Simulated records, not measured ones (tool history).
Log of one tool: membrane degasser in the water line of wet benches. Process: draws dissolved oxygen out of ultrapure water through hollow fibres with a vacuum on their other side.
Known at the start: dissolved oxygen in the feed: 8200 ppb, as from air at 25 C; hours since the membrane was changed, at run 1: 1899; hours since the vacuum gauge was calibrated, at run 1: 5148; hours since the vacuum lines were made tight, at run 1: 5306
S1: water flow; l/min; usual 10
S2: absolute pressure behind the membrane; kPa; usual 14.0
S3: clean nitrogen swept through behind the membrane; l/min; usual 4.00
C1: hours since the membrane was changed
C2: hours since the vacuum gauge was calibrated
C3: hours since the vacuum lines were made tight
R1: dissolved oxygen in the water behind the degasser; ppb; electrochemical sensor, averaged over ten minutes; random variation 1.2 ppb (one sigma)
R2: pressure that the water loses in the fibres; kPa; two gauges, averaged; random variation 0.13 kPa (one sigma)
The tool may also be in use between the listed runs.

| run | hour | S1 | S2 | S3 | C1 | C2 | C3 | R1 | R2 |
|---|---|---|---|---|---|---|---|---|---|
| 1 | 0.0 | 10 | 14.0 | 4.00 | 1899 | 5148 | 5306 | 117.3 | 32.68 |
| 2 | 130.6 | 10 | 14.0 | 4.00 | 2029 | 5278 | 5437 | 115.1 | 32.86 |
| 3 | 241.1 | 6 | 14.0 | 4.00 | 2140 | 5389 | 5547 | 60.2 | 19.83 |
| 4 | 310.6 | 10 | 14.0 | 4.00 | 2209 | 5458 | 5617 | 115.6 | 32.86 |
| 5 | 376.1 | 10 | 14.0 | 4.00 | 2275 | 5524 | 5682 | 115.9 | 32.94 |
| 6 | 438.2 | 10 | 14.0 | 4.00 | 2337 | 5586 | 5744 | 116.8 | 32.59 |
| 7 | 494.3 | 10 | 14.0 | 4.00 | 2393 | 5642 | 5800 | 113.7 | 33.01 |
| 8 | 559.7 | 10 | 14.0 | 4.00 | 2459 | 5708 | 5866 | 116.2 | 32.91 |
| 9 | 661.8 | 10 | 14.0 | 6.94 | 2561 | 5810 | 5968 | 86.8 | 32.95 |
|  | 709.1 | seals of the vacuum lines changed |
| 10 | 727.4 | 8 | 24.4 | 1.82 | 2624 | 5873 | 18 | 255.8 | 26.34 |
| 11 | 822.9 | 10 | 20.8 | 3.11 | 2720 | 5969 | 114 | 184.9 | 33.29 |
| 12 | 952.9 | 12 | 14.0 | 1.91 | 2850 | 6099 | 244 | 228.2 | 39.57 |
|  | 1048.4 | vacuum gauge calibrated |
| 13 | 1051.8 | 10 | 12.0 | 4.00 | 2948 | 3 | 342 | 103.6 | 33.07 |
| 14 | 1166.3 | 10 | 12.0 | 4.00 | 3063 | 118 | 457 | 101.4 | 33.08 |
| 15 | 1277.9 | 12 | 10.2 | 7.25 | 3174 | 230 | 568 | 96.2 | 39.94 |
| 16 | 1383.3 | 11 | 11.9 | 2.01 | 3280 | 335 | 674 | 172.1 | 36.60 |

Forecast each of these 3 alternatives for the next run:
| A | 1482.5 | 11 | 23.5 | 2.01 | 3379 | 434 | 773 | ? | ? |
| B | 1482.5 | 11 | 16.6 | 4.00 | 3379 | 434 | 773 | ? | ? |
| C | 1482.5 | 10 | 17.6 | 1.69 | 3379 | 434 | 773 | ? | ? |

| run | R1 | R2 |
|---|---|---|
| A | 315.2 | 36.51 |
| B | 148.3 | 36.64 |
| C | 247.6 | 33.28 |
Without the tool's hidden state the same runs would have given:
| run | R1 | R2 |
|---|---|---|
| A | 315.1 | 35.85 |
| B | 148.2 | 35.98 |
| C | 247.5 | 32.68 |

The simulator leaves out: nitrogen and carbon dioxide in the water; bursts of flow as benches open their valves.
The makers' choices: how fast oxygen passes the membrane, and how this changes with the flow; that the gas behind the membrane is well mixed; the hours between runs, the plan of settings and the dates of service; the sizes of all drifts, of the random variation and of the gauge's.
